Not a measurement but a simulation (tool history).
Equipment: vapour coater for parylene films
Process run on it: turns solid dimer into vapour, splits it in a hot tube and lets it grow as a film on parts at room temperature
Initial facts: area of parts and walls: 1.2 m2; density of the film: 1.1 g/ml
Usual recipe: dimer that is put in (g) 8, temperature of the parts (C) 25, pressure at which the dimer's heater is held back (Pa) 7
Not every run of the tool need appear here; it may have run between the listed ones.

run,hour,dimer that is put in (g),temperature of the parts (C),pressure at which the dimer's heater is held back (Pa),thickness of the film (µm)
1,0,8,25,7,3.95
2,19.3,8,25,7,3.99
3,43.3,8,25,7,3.95
4,81.5,8,22,7,4.6
# hour 84.7: table's thermometer calibrated
5,119.4,11,25,7,5.4
6,154.1,7,28,10.67,2.7
# hour 159.3: table's thermometer calibrated, once more
7,184.4,7,28,10.67,2.7
8,210.6,8,37,2.21,2.8
9,234.7,8,37,2.21,2.81

For run 10, what comes out?
10,267.2,8,37,2.21,?

For run 10 the tool returned thickness of the film (µm) 2.79.
Minus the tool's unlogged condition, the same run would have read thickness of the film (µm) 2.86.

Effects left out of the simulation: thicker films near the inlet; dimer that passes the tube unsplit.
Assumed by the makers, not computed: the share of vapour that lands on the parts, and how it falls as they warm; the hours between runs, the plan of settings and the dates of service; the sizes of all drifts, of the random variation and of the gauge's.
